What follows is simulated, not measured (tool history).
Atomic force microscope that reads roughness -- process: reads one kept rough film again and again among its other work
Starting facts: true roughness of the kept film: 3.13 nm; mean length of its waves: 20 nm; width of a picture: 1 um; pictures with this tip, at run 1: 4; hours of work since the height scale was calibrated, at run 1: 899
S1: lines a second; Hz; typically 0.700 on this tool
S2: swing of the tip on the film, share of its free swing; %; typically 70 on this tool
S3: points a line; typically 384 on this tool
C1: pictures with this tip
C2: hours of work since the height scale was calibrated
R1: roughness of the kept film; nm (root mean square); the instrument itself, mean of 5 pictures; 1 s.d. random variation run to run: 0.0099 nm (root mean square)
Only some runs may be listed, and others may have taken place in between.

Run 1, day 0.000: usual settings; C1 4; C2 899. Result: R1 2.269 nm (root mean square).
Run 2, day 1.362: usual settings; C1 71; C2 922. Result: R1 2.011 nm (root mean square).
Run 3, day 2.429: usual settings; C1 123; C2 939. Result: R1 1.843 nm (root mean square).
Run 4, day 3.550: usual settings; C1 178; C2 957. Result: R1 1.692 nm (root mean square).
Run 5, day 4.633: usual settings but S3 276; C1 231; C2 975. Result: R1 1.541 nm (root mean square).
Run 6, day 6.125: usual settings but S3 276; C1 304; C2 1000. Result: R1 1.415 nm (root mean square).
Run 7, day 7.446: usual settings but S3 276; C1 369; C2 1021. Result: R1 1.294 nm (root mean square).
At day 7.625: new tip fitted.
Run 8, day 8.229: usual settings but S1 1.688 Hz, S3 276; C1 30; C2 1034. Result: R1 1.991 nm (root mean square).
Run 9, day 9.679: usual settings but S1 1.688 Hz, S3 276; C1 101; C2 1057. Result: R1 1.778 nm (root mean square).
Run 10, day 11.275: usual settings but S3 844; C1 179; C2 1084. Result: R1 1.696 nm (root mean square).
At day 11.412: height scale calibrated on a step standard.
Run 11, day 13.046: usual settings but S1 2.101 Hz, S2 64 %, S3 594; C1 264; C2 27. Result: R1 1.470 nm (root mean square).
Run 12, day 14.462: usual settings but S1 1.125 Hz, S2 71 %, S3 594; C1 334; C2 50. Result: R1 1.361 nm (root mean square).
Run 13, day 15.221: usual settings but S1 2.737 Hz, S2 61 %, S3 730; C1 371; C2 62. Result: R1 1.280 nm (root mean square).
At day 15.333: new tip fitted.
Run 14, day 16.067: usual settings but S1 3.228 Hz, S2 61 %, S3 730; C1 36; C2 76. Result: R1 2.042 nm (root mean square).
Run 15, day 17.733: usual settings but S1 1.697 Hz, S3 761; C1 118; C2 103. Result: R1 1.802 nm (root mean square).
At day 18.583: height scale calibrated on a step standard, once more.
Run 16, day 19.417: usual settings but S1 1.697 Hz, S3 761; C1 199; C2 14. Result: R1 1.552 nm (root mean square).
Run 17, day 20.183: usual settings but S1 0.657 Hz, S2 74 %, S3 981; C1 236; C2 26. Result: R1 1.539 nm (root mean square).
Run 18, day 21.362: usual settings but S1 1.246 Hz, S3 391; C1 294; C2 45. Result: R1 1.375 nm (root mean square).

Some steps in R1, run to run, broken into two amounts with sign: the step expected even without the hidden condition (settings, incoming material, random variation), and the rest, left for the hidden condition together with whatever gauge scatter is not in both the measured and the hidden-condition-free result:
Hidden conditions of the tool in this case: radius of the tip, nm; height scale over the true one, %; drift of the gauge itself on roughness_nm, %.
Run 7 -> 8: S1 0.700 -> 1.688, new tip fitted. R1 +0.697 nm (root mean square): hidden state +0.805, all else -0.108.
Run 13 -> 14: S1 2.737 -> 3.228, new tip fitted. R1 +0.762 nm (root mean square): hidden state +0.789, all else -0.027.
